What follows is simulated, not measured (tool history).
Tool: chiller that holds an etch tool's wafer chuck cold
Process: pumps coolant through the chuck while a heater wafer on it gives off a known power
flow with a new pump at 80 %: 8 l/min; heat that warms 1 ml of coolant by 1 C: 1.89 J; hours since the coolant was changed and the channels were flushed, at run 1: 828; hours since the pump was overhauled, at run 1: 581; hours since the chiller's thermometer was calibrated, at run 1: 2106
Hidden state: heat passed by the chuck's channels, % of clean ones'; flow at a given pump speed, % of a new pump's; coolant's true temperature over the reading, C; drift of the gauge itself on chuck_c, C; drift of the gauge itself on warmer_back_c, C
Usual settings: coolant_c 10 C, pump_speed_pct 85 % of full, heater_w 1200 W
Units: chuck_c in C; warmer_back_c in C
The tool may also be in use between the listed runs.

| run | hour | coolant_c | pump_speed_pct | heater_w | hours since the coolant was changed and the channels were flushed | hours since the pump was overhauled | hours since the chiller's thermometer was calibrated | chuck_c | warmer_back_c |
|---|---|---|---|---|---|---|---|---|---|
| 1 | 0.0 | 10 | 85 | 1200 | 828 | 581 | 2106 | 22.2 | 4.50 |
| 2 | 43.3 | 10 | 85 | 1200 | 871 | 624 | 2150 | 22.3 | 4.51 |
| 3 | 67.1 | 3 | 85 | 1200 | 895 | 648 | 2173 | 15.3 | 4.50 |
| 4 | 109.3 | 3 | 85 | 1200 | 937 | 690 | 2216 | 15.2 | 4.59 |
| 5 | 131.7 | 10 | 85 | 1200 | 960 | 713 | 2238 | 22.1 | 4.47 |
| 6 | 162.0 | 10 | 85 | 1200 | 990 | 743 | 2268 | 22.3 | 4.51 |
| 7 | 188.2 | 10 | 85 | 1200 | 1016 | 769 | 2294 | 22.3 | 4.49 |
| 8 | 221.6 | 10 | 85 | 1200 | 1050 | 803 | 2328 | 22.4 | 4.53 |
| 9 | 245.8 | 10 | 85 | 1200 | 1074 | 827 | 2352 | 22.2 | 4.56 |
| 10 | 277.1 | 10 | 85 | 1200 | 1105 | 858 | 2383 | 22.4 | 4.44 |
| 11 | 309.1 | 10 | 85 | 1200 | 1137 | 890 | 2415 | 22.4 | 4.46 |
| 12 | 351.4 | 10 | 85 | 746 | 1179 | 932 | 2458 | 18.0 | 2.80 |
| 13 | 396.8 | 10 | 85 | 746 | 1225 | 978 | 2503 | 18.1 | 2.83 |
| 14 | 417.9 | 10 | 61 | 746 | 1246 | 999 | 2524 | 20.0 | 3.87 |
| 15 | 446.6 | 10 | 61 | 746 | 1275 | 1028 | 2553 | 19.9 | 3.88 |
| 16 | 469.3 | 10 | 61 | 746 | 1297 | 1050 | 2576 | 20.1 | 3.89 |
| 17 | 499.9 | 10 | 61 | 746 | 1328 | 1081 | 2606 | 19.9 | 3.87 |
| 18 | 519.1 | 10 | 82 | 682 | 1347 | 1100 | 2625 | 17.3 | 2.68 |
| 19 | 555.4 | 10 | 77 | 1432 | 1383 | 1136 | 2662 | 25.8 | 5.89 |
| 20 | 579.2 | 10 | 77 | 1432 | 1407 | 1160 | 2685 | 25.8 | 5.97 |
| 21 | 613.0 | 10 | 99 | 1374 | 1441 | 1194 | 2719 | 22.7 | 4.41 |
|  | 615.9 | chiller's thermometer calibrated |
| 22 | 636.1 | 13 | 85 | 1200 | 1463 | 1216 | 20 | 25.8 | 4.55 |
| 23 | 668.7 | 6 | 67 | 1200 | 1496 | 1249 | 53 | 20.9 | 5.76 |
| 24 | 701.6 | 5 | 67 | 1200 | 1529 | 1282 | 86 | 20.0 | 5.73 |
|  | 740.1 | chiller's thermometer calibrated, once more |
| 25 | 748.8 | 5 | 67 | 1200 | 1575 | 1328 | 9 | 19.6 | 5.71 |
| 26 | 794.3 | 14 | 80 | 758 | 1620 | 1373 | 54 | 22.2 | 2.97 |
| 27 | 827.3 | 14 | 95 | 1744 | 1653 | 1406 | 87 | 30.3 | 5.91 |
| 28 | 864.5 | 14 | 95 | 1744 | 1690 | 1443 | 124 | 30.1 | 5.93 |
| 29 | 886.9 | 14 | 95 | 1744 | 1713 | 1466 | 147 | 30.4 | 5.89 |
| 30 | 911.7 | 7 | 81 | 1200 | 1738 | 1491 | 172 | 19.7 | 4.78 |
| 31 | 938.1 | 5 | 98 | 1573 | 1764 | 1517 | 198 | 19.4 | 5.16 |
| 32 | 970.9 | 5 | 98 | 1573 | 1797 | 1550 | 231 | 19.3 | 5.16 |

Measured less the same run without the tool's hidden state. The same run-to-run variation is in both; the gauge's scatter may not be:
| run | chuck_c | warmer_back_c |
|---|---|---|
| 1 | +0.6 | +0.01 |
| 2 | +0.5 | +0.01 |
| 3 | +0.6 | +0.01 |
| 4 | +0.6 | +0.01 |
| 5 | +0.6 | +0.02 |
| 6 | +0.6 | +0.01 |
| 7 | +0.6 | +0.02 |
| 8 | +0.6 | +0.01 |
| 9 | +0.6 | +0.02 |
| 10 | +0.7 | +0.02 |
| 11 | +0.6 | +0.02 |
| 12 | +0.6 | +0.01 |
| 13 | +0.6 | +0.01 |
| 14 | +0.7 | +0.02 |
| 15 | +0.6 | +0.02 |
| 16 | +0.6 | +0.02 |
| 17 | +0.6 | +0.02 |
| 18 | +0.6 | +0.02 |
| 19 | +0.8 | +0.03 |
| 20 | +0.8 | +0.03 |
| 21 | +0.8 | +0.02 |
| 22 | +1.0 | +0.02 |
| 23 | +1.1 | +0.03 |
| 24 | +1.0 | +0.04 |
| 25 | +0.6 | +0.04 |
| 26 | +0.3 | +0.02 |
| 27 | +0.7 | +0.05 |
| 28 | +0.7 | +0.04 |
| 29 | +0.7 | +0.05 |
| 30 | +0.6 | +0.04 |
| 31 | +0.6 | +0.04 |
| 32 | +0.6 | +0.04 |
